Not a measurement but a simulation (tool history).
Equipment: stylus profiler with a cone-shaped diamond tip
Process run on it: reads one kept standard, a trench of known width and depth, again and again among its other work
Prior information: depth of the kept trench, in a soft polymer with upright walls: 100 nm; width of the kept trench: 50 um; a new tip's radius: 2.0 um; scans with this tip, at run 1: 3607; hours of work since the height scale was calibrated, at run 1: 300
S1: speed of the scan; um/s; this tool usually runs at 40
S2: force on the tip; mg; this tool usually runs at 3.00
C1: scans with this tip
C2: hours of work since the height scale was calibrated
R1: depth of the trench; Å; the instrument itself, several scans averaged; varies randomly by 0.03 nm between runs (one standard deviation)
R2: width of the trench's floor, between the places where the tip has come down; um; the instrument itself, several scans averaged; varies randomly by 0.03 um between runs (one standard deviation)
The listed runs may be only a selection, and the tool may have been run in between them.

run 1 hour=0.0 | S1=40 S2=3.00 | C1=3607 C2=300 | R1=1005.9 R2=48.54
run 2 hour=16.4 | S1=40 S2=3.00 | C1=3765 C2=313 | R1=1005.8 R2=48.50
run 3 hour=32.7 | S1=40 S2=3.00 | C1=3921 C2=326 | R1=1006.2 R2=48.52
run 4 hour=43.8 | S1=40 S2=3.00 | C1=4027 C2=335 | R1=1005.7 R2=48.50
run 5 hour=55.4 | S1=40 S2=3.00 | C1=4138 C2=344 | R1=1006.2 R2=48.47
run 6 hour=81.2 | S1=32 S2=3.00 | C1=4387 C2=365 | R1=1005.7 R2=48.52
-- hour=84.1 height scale calibrated on a step standard
run 7 hour=96.2 | S1=40 S2=3.84 | C1=4526 C2=10 | R1=1006.2 R2=48.51
run 8 hour=117.3 | S1=56 S2=3.00 | C1=4729 C2=27 | R1=1005.0 R2=48.49
run 9 hour=134.9 | S1=56 S2=3.00 | C1=4898 C2=41 | R1=1005.3 R2=48.37
run 10 hour=150.9 | S1=56 S2=3.00 | C1=5051 C2=53 | R1=1005.0 R2=48.41
run 11 hour=175.6 | S1=56 S2=3.00 | C1=5289 C2=73 | R1=1005.3 R2=48.45
run 12 hour=191.6 | S1=27 S2=1.66 | C1=5442 C2=86 | R1=1002.9 R2=48.45
-- hour=201.4 height scale calibrated on a step standard, once more
run 13 hour=214.9 | S1=81 S2=6.06 | C1=5661 C2=11 | R1=1010.6 R2=48.45
run 14 hour=228.2 | S1=70 S2=8.65 | C1=5789 C2=21 | R1=1012.7 R2=48.44
run 15 hour=243.3 | S1=70 S2=8.65 | C1=5934 C2=33 | R1=1012.8 R2=48.43
run 16 hour=264.4 | S1=32 S2=3.55 | C1=6136 C2=50 | R1=1006.6 R2=48.41
run 17 hour=289.8 | S1=20 S2=3.55 | C1=6380 C2=71 | R1=1007.0 R2=48.41
run 18 hour=313.5 | S1=20 S2=3.55 | C1=6608 C2=90 | R1=1007.3 R2=48.48
run 19 hour=337.0 | S1=89 S2=2.21 | C1=6834 C2=108 | R1=1004.6 R2=48.18
run 20 hour=361.5 | S1=89 S2=2.21 | C1=7069 C2=128 | R1=1004.6 R2=48.22
run 21 hour=378.2 | S1=12 S2=4.53 | C1=7229 C2=141 | R1=1008.4 R2=48.46
run 22 hour=399.7 | S1=12 S2=6.34 | C1=7435 C2=158 | R1=1010.6 R2=48.39

How would selected steps in R1 from run to run divide? Give the signed amount a tool lacking its hidden state would still show from settings, what came in and random variation, and the signed amount left for the hidden state, including any gauge scatter that is not in both of the compared results.
Hidden conditions of the tool in this case: radius of the tip, um; height scale over the true one, %; drift of the gauge itself on depth_nm, %; drift of the gauge itself on floor_um, %.
Run 6 -> 7: S1 32 -> 40, S2 3.00 -> 3.84, height scale calibrated on a step standard. R1 +0.5 Å: hidden state -0.5, all else +1.0.
Run 12 -> 13: S1 27 -> 81, S2 1.66 -> 6.06, height scale calibrated on a step standard, once more. R1 +7.7 Å: hidden state +1.2, all else +6.5.
Run 15 -> 16: S1 70 -> 32, S2 8.65 -> 3.55. R1 -6.2 Å: hidden state +0.0, all else -6.2.
